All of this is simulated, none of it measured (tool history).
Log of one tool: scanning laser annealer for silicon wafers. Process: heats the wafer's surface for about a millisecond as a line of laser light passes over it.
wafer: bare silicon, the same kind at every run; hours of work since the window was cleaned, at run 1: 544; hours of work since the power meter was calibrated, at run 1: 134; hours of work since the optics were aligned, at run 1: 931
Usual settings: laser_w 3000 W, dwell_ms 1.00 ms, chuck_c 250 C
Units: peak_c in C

run,hour,laser_w,dwell_ms,chuck_c,hours of work since the window was cleaned,hours of work since the power meter was calibrated,hours of work since the optics were aligned,peak_c
1,0.0,3000,1.00,250,544,134,931,1011
2,18.4,3000,1.00,250,554,143,941,1008
3,32.4,3000,1.00,250,561,151,948,1010
4,42.2,3056,1.00,250,566,156,953,1028
5,57.7,3056,1.00,250,574,164,961,1026
6,72.5,3056,1.00,250,582,172,969,1030
7,86.5,3056,1.00,250,589,179,976,1026
8,101.3,3056,1.00,250,597,187,984,1024
9,117.9,3000,1.00,250,605,195,993,1005
10,132.8,3000,1.00,250,613,203,1000,1006
11,146.6,3000,1.00,250,620,210,1008,1006
12,161.1,3000,0.99,250,628,218,1015,1000
13,171.4,3000,0.99,250,633,223,1021,1001
14,181.8,3000,1.00,261,639,228,1026,1014
15,194.1,3000,1.00,261,645,235,1032,1015
16,202.7,3000,1.00,261,649,239,1037,1016
17,216.0,3000,1.00,261,656,246,1044,1014
18,232.0,3008,1.00,220,665,254,1052,977
19,242.1,3008,1.00,220,670,260,1057,973
20,256.2,3098,0.75,212,677,267,1065,878

The next listed run, before its measurement:
21,274.4,3000,0.76,250,687,276,1074,?

peak_c: 892 C
Without the tool's hidden state the same run would have given peak_c 939 C.
